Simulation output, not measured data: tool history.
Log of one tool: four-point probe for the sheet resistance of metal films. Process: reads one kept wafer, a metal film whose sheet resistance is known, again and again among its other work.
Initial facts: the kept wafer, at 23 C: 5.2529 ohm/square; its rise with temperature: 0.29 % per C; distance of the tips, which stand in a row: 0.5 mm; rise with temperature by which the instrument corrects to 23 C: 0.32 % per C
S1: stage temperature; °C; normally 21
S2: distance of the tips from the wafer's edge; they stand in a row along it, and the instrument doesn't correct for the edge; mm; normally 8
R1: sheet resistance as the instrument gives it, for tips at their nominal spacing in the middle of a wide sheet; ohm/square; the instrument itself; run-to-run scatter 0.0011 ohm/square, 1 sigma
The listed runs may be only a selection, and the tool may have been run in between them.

run	hour	S1	S2	R1
1	0.0	21	8	5.305874
2	43.3	21	5	5.326379
3	63.4	21	7	5.310554
4	110.7	21	7	5.308248
5	140.9	21	28	5.297776
6	169.5	21	28	5.298551
7	200.2	23	8	5.304804
8	246.4	23	8	5.305936
9	279.2	21	8	5.308078
10	326.6	21	8	5.310050
11	366.6	24	8	5.302890
12	405.3	24	8	5.303766
13	452.9	23	8	5.306183
14	483.8	21	8	5.309747
15	511.0	32	8	5.289364
16	532.0	21	15	5.301557
17	561.7	21	15	5.300198
18	587.2	21	15	5.303318
19	614.9	21	18	5.302605
20	655.1	21	18	5.304755
21	690.2	21	8	5.312156
# hour 694.4: stage's thermometer calibrated
22	712.6	21	8	5.317708
23	742.7	21	8	5.318836
24	769.4	35	27	5.281001
25	815.9	35	27	5.283867
26	838.1	28	3	5.375245
27	873.7	31	36	5.289913
28	895.2	24	24	5.304836
29	926.4	32	27	5.289857
30	953.1	32	27	5.289802
31	973.5	32	27	5.289078
# hour 991.1: stage's thermometer calibrated, once more
32	1022.6	32	27	5.274602
33	1048.7	32	19	5.274995
34	1077.9	25	19	5.287448
35	1116.5	25	19	5.286767
36	1151.5	35	9	5.277217
37	1186.3	35	9	5.275802
38	1216.5	28	17	5.283987
39	1262.1	25	3	5.365127
40	1310.3	34	22	5.271665
41	1341.0	34	22	5.269887
42	1375.2	21	4	5.337875
43	1404.3	18	3	5.378782
44	1432.3	19	6	5.321872

Forecast each of these 3 alternatives for the next run:
A	1473.2	24	8	?
B	1473.2	24	8	?
C	1473.2	29	4	?

run	R1
A	5.302199
B	5.302431
C	5.324875
Had the tool no hidden state, the same runs would have come out as:
run	R1
A	5.263110
B	5.263340
C	5.285657
